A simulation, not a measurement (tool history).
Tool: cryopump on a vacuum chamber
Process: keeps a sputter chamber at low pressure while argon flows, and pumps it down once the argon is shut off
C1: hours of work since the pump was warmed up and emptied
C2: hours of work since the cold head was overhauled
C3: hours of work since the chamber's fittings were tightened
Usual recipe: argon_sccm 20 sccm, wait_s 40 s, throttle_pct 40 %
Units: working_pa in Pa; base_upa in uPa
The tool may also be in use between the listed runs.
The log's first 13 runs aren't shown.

{"run": 14, "hour": 171.2, "argon_sccm": 20, "wait_s": 40, "throttle_pct": 40, "C1": 333, "C2": 333, "C3": 1151, "working_pa": 0.0423, "base_upa": 2.27}
{"run": 15, "hour": 184.1, "argon_sccm": 20, "wait_s": 40, "throttle_pct": 40, "C1": 339, "C2": 339, "C3": 1157, "working_pa": 0.0421, "base_upa": 2.26}
{"run": 16, "hour": 198.3, "argon_sccm": 20, "wait_s": 40, "throttle_pct": 40, "C1": 345, "C2": 345, "C3": 1163, "working_pa": 0.0411, "base_upa": 2.33}
{"run": 17, "hour": 215.5, "argon_sccm": 20, "wait_s": 40, "throttle_pct": 37, "C1": 353, "C2": 353, "C3": 1171, "working_pa": 0.0451, "base_upa": 2.33}
{"run": 18, "hour": 230.5, "argon_sccm": 14, "wait_s": 40, "throttle_pct": 60, "C1": 360, "C2": 360, "C3": 1178, "working_pa": 0.0212, "base_upa": 2.34}
{"run": 19, "hour": 244.4, "argon_sccm": 14, "wait_s": 40, "throttle_pct": 16, "C1": 366, "C2": 366, "C3": 1184, "working_pa": 0.0693, "base_upa": 2.26}
{"run": 20, "hour": 255.5, "argon_sccm": 9, "wait_s": 40, "throttle_pct": 17, "C1": 371, "C2": 371, "C3": 1189, "working_pa": 0.0416, "base_upa": 2.33}
{"run": 21, "hour": 272.4, "argon_sccm": 9, "wait_s": 40, "throttle_pct": 17, "C1": 379, "C2": 379, "C3": 1197, "working_pa": 0.0418, "base_upa": 2.33}
{"run": 22, "hour": 280.8, "argon_sccm": 8, "wait_s": 85, "throttle_pct": 40, "C1": 383, "C2": 383, "C3": 1200, "working_pa": 0.0168, "base_upa": 1.45}
{"run": 23, "hour": 290.7, "argon_sccm": 14, "wait_s": 123, "throttle_pct": 23, "C1": 387, "C2": 387, "C3": 1205, "working_pa": 0.0488, "base_upa": 1.19}
{"run": 24, "hour": 306.3, "argon_sccm": 14, "wait_s": 123, "throttle_pct": 23, "C1": 394, "C2": 394, "C3": 1212, "working_pa": 0.0498, "base_upa": 1.2}
{"run": 25, "hour": 319.6, "argon_sccm": 14, "wait_s": 123, "throttle_pct": 23, "C1": 400, "C2": 400, "C3": 1218, "working_pa": 0.0499, "base_upa": 1.26}
{"run": 26, "hour": 334.7, "argon_sccm": 10, "wait_s": 40, "throttle_pct": 36, "C1": 407, "C2": 407, "C3": 1225, "working_pa": 0.0233, "base_upa": 2.36}
{"run": 27, "hour": 348.1, "argon_sccm": 10, "wait_s": 40, "throttle_pct": 36, "C1": 413, "C2": 413, "C3": 1231, "working_pa": 0.0233, "base_upa": 2.3}
{"run": 28, "hour": 355.5, "argon_sccm": 39, "wait_s": 24, "throttle_pct": 40, "C1": 417, "C2": 417, "C3": 1234, "working_pa": 0.0833, "base_upa": 3.47}
{"run": 29, "hour": 363.2, "argon_sccm": 12, "wait_s": 61, "throttle_pct": 18, "C1": 420, "C2": 420, "C3": 1238, "working_pa": 0.0536, "base_upa": 1.81}
{"run": 30, "hour": 374.0, "argon_sccm": 15, "wait_s": 40, "throttle_pct": 40, "C1": 425, "C2": 425, "C3": 1243, "working_pa": 0.0321, "base_upa": 2.4}
{"run": 31, "hour": 381.7, "argon_sccm": 15, "wait_s": 40, "throttle_pct": 40, "C1": 429, "C2": 429, "C3": 1246, "working_pa": 0.0319, "base_upa": 2.42}
{"run": 32, "hour": 388.9, "argon_sccm": 28, "wait_s": 40, "throttle_pct": 39, "C1": 432, "C2": 432, "C3": 1249, "working_pa": 0.0622, "base_upa": 2.37}
{"run": 33, "hour": 402.3, "argon_sccm": 19, "wait_s": 40, "throttle_pct": 40, "C1": 438, "C2": 438, "C3": 1255, "working_pa": 0.0413, "base_upa": 2.41}
{"run": 34, "hour": 411.1, "argon_sccm": 8, "wait_s": 40, "throttle_pct": 26, "C1": 442, "C2": 442, "C3": 1259, "working_pa": 0.0255, "base_upa": 2.36}

Forecast each of these 3 alternatives for the next run:
{"run": "A", "hour": 424.7, "argon_sccm": 12, "wait_s": 40, "throttle_pct": 40, "C1": 448, "C2": 448, "C3": 1266, "working_pa": "?", "base_upa": "?"}
{"run": "B", "hour": 424.7, "argon_sccm": 12, "wait_s": 40, "throttle_pct": 22, "C1": 448, "C2": 448, "C3": 1266, "working_pa": "?", "base_upa": "?"}
{"run": "C", "hour": 424.7, "argon_sccm": 15, "wait_s": 86, "throttle_pct": 22, "C1": 448, "C2": 448, "C3": 1266, "working_pa": "?", "base_upa": "?"}

run=A working_pa=0.0253 base_upa=2.4
run=B working_pa=0.0445 base_upa=2.43
run=C working_pa=0.0555 base_upa=1.52
Without the tool's unlogged condition, the same runs would have read:
run=A working_pa=0.0221 base_upa=1.8
run=B working_pa=0.0413 base_upa=1.82
run=C working_pa=0.0515 base_upa=0.92
